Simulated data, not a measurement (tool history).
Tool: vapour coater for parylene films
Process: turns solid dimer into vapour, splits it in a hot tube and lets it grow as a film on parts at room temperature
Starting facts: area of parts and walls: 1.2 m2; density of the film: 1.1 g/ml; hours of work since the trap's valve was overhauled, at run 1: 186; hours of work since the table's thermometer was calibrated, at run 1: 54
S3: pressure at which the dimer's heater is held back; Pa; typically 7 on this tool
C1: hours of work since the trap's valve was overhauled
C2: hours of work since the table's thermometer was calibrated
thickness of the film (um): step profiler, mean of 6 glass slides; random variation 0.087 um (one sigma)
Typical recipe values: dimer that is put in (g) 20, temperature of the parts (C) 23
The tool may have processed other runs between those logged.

{"run": 1, "day": 0.0, "dimer that is put in (g)": 20, "temperature of the parts (C)": 23, "S3": 7, "C1": 186, "C2": 54, "thickness of the film (um)": 10.3}
{"run": 2, "day": 0.529, "dimer that is put in (g)": 20, "temperature of the parts (C)": 23, "S3": 7, "C1": 193, "C2": 61, "thickness of the film (um)": 10.21}
{"run": 3, "day": 0.892, "dimer that is put in (g)": 20, "temperature of the parts (C)": 23, "S3": 7, "C1": 198, "C2": 66, "thickness of the film (um)": 10.28}
{"run": 4, "day": 1.162, "dimer that is put in (g)": 15, "temperature of the parts (C)": 23, "S3": 7, "C1": 202, "C2": 69, "thickness of the film (um)": 7.71}
{"run": 5, "day": 1.704, "dimer that is put in (g)": 15, "temperature of the parts (C)": 23, "S3": 7, "C1": 209, "C2": 77, "thickness of the film (um)": 7.65}
{"run": 6, "day": 2.275, "dimer that is put in (g)": 15, "temperature of the parts (C)": 23, "S3": 7, "C1": 217, "C2": 84, "thickness of the film (um)": 7.79}
{"run": 7, "day": 2.842, "dimer that is put in (g)": 15, "temperature of the parts (C)": 23, "S3": 7, "C1": 224, "C2": 92, "thickness of the film (um)": 7.69}
{"run": 8, "day": 3.412, "dimer that is put in (g)": 20, "temperature of the parts (C)": 23, "S3": 7, "C1": 232, "C2": 100, "thickness of the film (um)": 10.33}
{"run": 9, "day": 3.917, "dimer that is put in (g)": 20, "temperature of the parts (C)": 23, "S3": 6.96, "C1": 239, "C2": 106, "thickness of the film (um)": 10.29}
{"run": 10, "day": 4.383, "dimer that is put in (g)": 20, "temperature of the parts (C)": 23, "S3": 7, "C1": 245, "C2": 113, "thickness of the film (um)": 10.11}
{"run": 11, "day": 4.888, "dimer that is put in (g)": 20, "temperature of the parts (C)": 23, "S3": 7, "C1": 252, "C2": 119, "thickness of the film (um)": 10.26}
{"run": 12, "day": 5.267, "dimer that is put in (g)": 20, "temperature of the parts (C)": 23, "S3": 7, "C1": 257, "C2": 124, "thickness of the film (um)": 10.12}
{"run": 13, "day": 5.842, "dimer that is put in (g)": 20, "temperature of the parts (C)": 23, "S3": 7, "C1": 265, "C2": 132, "thickness of the film (um)": 10.19}
{"run": 14, "day": 6.5, "dimer that is put in (g)": 27, "temperature of the parts (C)": 23, "S3": 7, "C1": 274, "C2": 141, "thickness of the film (um)": 13.64}
{"run": 15, "day": 6.871, "dimer that is put in (g)": 27, "temperature of the parts (C)": 23, "S3": 7, "C1": 279, "C2": 146, "thickness of the film (um)": 13.68}
{"run": 16, "day": 7.379, "dimer that is put in (g)": 27, "temperature of the parts (C)": 32, "S3": 7, "C1": 285, "C2": 153, "thickness of the film (um)": 10.88}
{"run": 17, "day": 7.917, "dimer that is put in (g)": 20, "temperature of the parts (C)": 23, "S3": 7, "C1": 293, "C2": 160, "thickness of the film (um)": 10.27}
{"run": 18, "day": 8.25, "dimer that is put in (g)": 26, "temperature of the parts (C)": 23, "S3": 7, "C1": 297, "C2": 165, "thickness of the film (um)": 13.04}
{"run": 19, "day": 8.65, "dimer that is put in (g)": 17, "temperature of the parts (C)": 23, "S3": 4.18, "C1": 303, "C2": 170, "thickness of the film (um)": 9.45}
{"run": 20, "day": 9.058, "dimer that is put in (g)": 11, "temperature of the parts (C)": 29, "S3": 7, "C1": 308, "C2": 175, "thickness of the film (um)": 4.74}
{"run": 21, "day": 9.562, "dimer that is put in (g)": 11, "temperature of the parts (C)": 29, "S3": 7, "C1": 315, "C2": 182, "thickness of the film (um)": 4.72}
{"run": 22, "day": 10.133, "dimer that is put in (g)": 11, "temperature of the parts (C)": 29, "S3": 7, "C1": 322, "C2": 190, "thickness of the film (um)": 4.67}
{"run": 23, "day": 10.408, "dimer that is put in (g)": 8, "temperature of the parts (C)": 20, "S3": 2.52, "C1": 326, "C2": 194, "thickness of the film (um)": 5.46}
{"day": 10.496, "done": "table's thermometer calibrated"}
{"run": 24, "day": 10.833, "dimer that is put in (g)": 29, "temperature of the parts (C)": 23, "S3": 2.49, "C1": 331, "C2": 5, "thickness of the film (um)": 18}
{"run": 25, "day": 11.425, "dimer that is put in (g)": 9, "temperature of the parts (C)": 17, "S3": 3.65, "C1": 339, "C2": 12, "thickness of the film (um)": 6.1}
{"run": 26, "day": 11.883, "dimer that is put in (g)": 9, "temperature of the parts (C)": 16, "S3": 4.84, "C1": 345, "C2": 19, "thickness of the film (um)": 5.84}
{"run": 27, "day": 12.392, "dimer that is put in (g)": 9, "temperature of the parts (C)": 16, "S3": 4.84, "C1": 352, "C2": 25, "thickness of the film (um)": 5.93}

Run 28, settings as shown, results not yet in. Your forecast:
{"day": 12.788, "done": "table's thermometer calibrated, once more"}
{"run": 28, "day": 13.054, "dimer that is put in (g)": 28, "temperature of the parts (C)": 23, "S3": 3.34, "C1": 361, "C2": 4, "thickness of the film (um)": "?"}

{"run 28": {"thickness of the film (um)": 16.37}}
Minus the tool's unlogged condition, the same run would have read thickness of the film (um) 17.15.
